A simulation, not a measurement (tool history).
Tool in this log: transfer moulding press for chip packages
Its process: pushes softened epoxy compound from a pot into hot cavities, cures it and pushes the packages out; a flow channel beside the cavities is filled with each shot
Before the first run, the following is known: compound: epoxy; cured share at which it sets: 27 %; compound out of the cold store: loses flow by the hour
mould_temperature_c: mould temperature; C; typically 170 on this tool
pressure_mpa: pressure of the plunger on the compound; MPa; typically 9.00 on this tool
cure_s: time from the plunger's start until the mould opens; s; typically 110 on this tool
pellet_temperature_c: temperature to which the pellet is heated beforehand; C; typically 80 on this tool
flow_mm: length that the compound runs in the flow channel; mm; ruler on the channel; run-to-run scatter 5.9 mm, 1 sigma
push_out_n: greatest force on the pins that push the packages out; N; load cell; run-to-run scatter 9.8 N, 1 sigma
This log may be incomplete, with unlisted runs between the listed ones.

run,hour,mould_temperature_c,pressure_mpa,cure_s,pellet_temperature_c,incoming compound's hours out of the cold store,flow_mm,push_out_n
1,0.0,170,9.00,110,80,27.6,828,446
2,11.3,170,9.00,110,80,17.9,857,454
3,18.0,170,9.00,110,82,47.2,793,455
4,29.4,170,9.00,110,80,20.7,848,442
5,41.2,170,9.00,99,80,17.2,856,502
6,49.3,170,9.00,99,80,22.0,857,515
7,57.3,170,9.00,99,80,16.7,858,520
# hour 65.0: cavities cleaned with cleaning compound and waxed
8,70.5,170,9.00,110,80,15.3,874,462
9,78.6,170,9.00,110,80,15.6,867,453
10,90.6,170,9.00,110,80,33.2,832,450
11,100.7,175,9.00,110,80,44.6,791,402
12,107.6,169,9.00,110,80,47.5,794,469
13,118.2,170,7.97,110,80,36.0,764,465
14,128.2,170,7.97,110,80,19.0,806,458
15,137.3,173,10.06,129,83,28.1,880,412
16,148.0,169,7.52,129,83,19.0,780,421
17,153.0,170,8.51,106,75,8.8,846,470
# hour 163.7: cavities cleaned with cleaning compound and waxed
18,166.4,170,6.90,110,80,15.2,752,446
19,175.5,176,9.00,110,80,31.7,822,405
20,186.1,170,9.00,112,88,45.4,799,438
21,195.0,170,9.00,112,88,39.2,813,431
22,207.0,165,9.15,116,85,27.9,846,506
23,218.1,166,9.29,123,80,14.7,886,474
24,226.4,166,9.29,123,80,47.3,810,457

The next listed run, before its measurement:
25,236.7,170,10.83,110,80,14.7,?,?

{"run 25": {"flow_mm": 936, "push_out_n": 450}}
If the tool had no hidden condition, the same run with the same run-to-run variation would have returned flow_mm 937 mm, push_out_n 442 N.
